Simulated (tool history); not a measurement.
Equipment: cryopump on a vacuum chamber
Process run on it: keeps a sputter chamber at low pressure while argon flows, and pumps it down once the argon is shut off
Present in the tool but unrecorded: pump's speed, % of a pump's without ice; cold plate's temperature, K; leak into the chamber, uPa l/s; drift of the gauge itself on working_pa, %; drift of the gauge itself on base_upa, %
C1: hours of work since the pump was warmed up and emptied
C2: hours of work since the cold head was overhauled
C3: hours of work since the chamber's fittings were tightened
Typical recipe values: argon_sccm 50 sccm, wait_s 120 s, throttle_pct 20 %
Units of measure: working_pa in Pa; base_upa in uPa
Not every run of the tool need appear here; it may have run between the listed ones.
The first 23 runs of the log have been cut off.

Run 24, hour 1741.3: usual settings but argon_sccm 30 sccm, throttle_pct 21 %; C1 805; C2 1933; C3 1382. Result: working_pa 0.2501 Pa, base_upa 2.33 uPa.
Run 25, hour 1835.8: usual settings but argon_sccm 30 sccm, throttle_pct 21 %; C1 877; C2 2005; C3 1453. Result: working_pa 0.2487 Pa, base_upa 2.44 uPa.
Run 26, hour 1908.6: usual settings but argon_sccm 30 sccm, throttle_pct 21 %; C1 932; C2 2060; C3 1508. Result: working_pa 0.2508 Pa, base_upa 2.44 uPa.
Run 27, hour 1992.0: usual settings but argon_sccm 74 sccm, wait_s 50 s, throttle_pct 21 %; C1 995; C2 2123; C3 1571. Result: working_pa 0.6191 Pa, base_upa 2.99 uPa.
Run 28, hour 2086.0: usual settings but argon_sccm 69 sccm, wait_s 213 s, throttle_pct 24 %; C1 1066; C2 2194; C3 1642. Result: working_pa 0.5126 Pa, base_upa 2.70 uPa.
Run 29, hour 2151.5: usual settings but argon_sccm 24 sccm, wait_s 213 s; C1 1115; C2 2244; C3 1692. Result: working_pa 0.2120 Pa, base_upa 2.85 uPa.
At hour 2171.8: pump warmed up, emptied and cooled again.
Run 30, hour 2211.6: usual settings but argon_sccm 24 sccm, wait_s 29 s, throttle_pct 17 %; C1 30; C2 2285; C3 1734. Result: working_pa 0.2348 Pa, base_upa 3.11 uPa.
At hour 2286.3: leaking fittings of the chamber tightened, without venting.
Run 31, hour 2286.3: usual settings but argon_sccm 24 sccm, wait_s 29 s, throttle_pct 17 %; C1 85; C2 2340; C3 0. Result: working_pa 0.2357 Pa, base_upa 1.37 uPa.
Run 32, hour 2351.4: usual settings but argon_sccm 24 sccm, wait_s 29 s, throttle_pct 17 %; C1 134; C2 2389; C3 49. Result: working_pa 0.2361 Pa, base_upa 1.44 uPa.
Run 33, hour 2413.6: usual settings but argon_sccm 26 sccm, wait_s 25 s, throttle_pct 59 %; C1 181; C2 2437; C3 96. Result: working_pa 0.0751 Pa, base_upa 1.71 uPa.

Alternative continuations, all from the tool just after run 33; predict every row:
Run A, hour 2515.2: usual settings but wait_s 170 s; C1 258; C2 2513; C3 173. Result: working_pa ?, base_upa ?.
Run B, hour 2515.2: usual settings but argon_sccm 26 sccm, wait_s 146 s, throttle_pct 18 %; C1 258; C2 2513; C3 173. Result: working_pa ?, base_upa ?.
Run C, hour 2515.2: usual settings but argon_sccm 27 sccm, wait_s 81 s, throttle_pct 28 %; C1 258; C2 2513; C3 173. Result: working_pa ?, base_upa ?.

run  working_pa  base_upa
  A      0.4262      0.70
  B      0.2441      0.76
  C      0.1628      0.88
The same runs, with their run-to-run variation unchanged, on a tool lacking any hidden condition would have given:
run  working_pa  base_upa
  A      0.4186      0.48
  B      0.2402      0.53
  C      0.1588      0.65
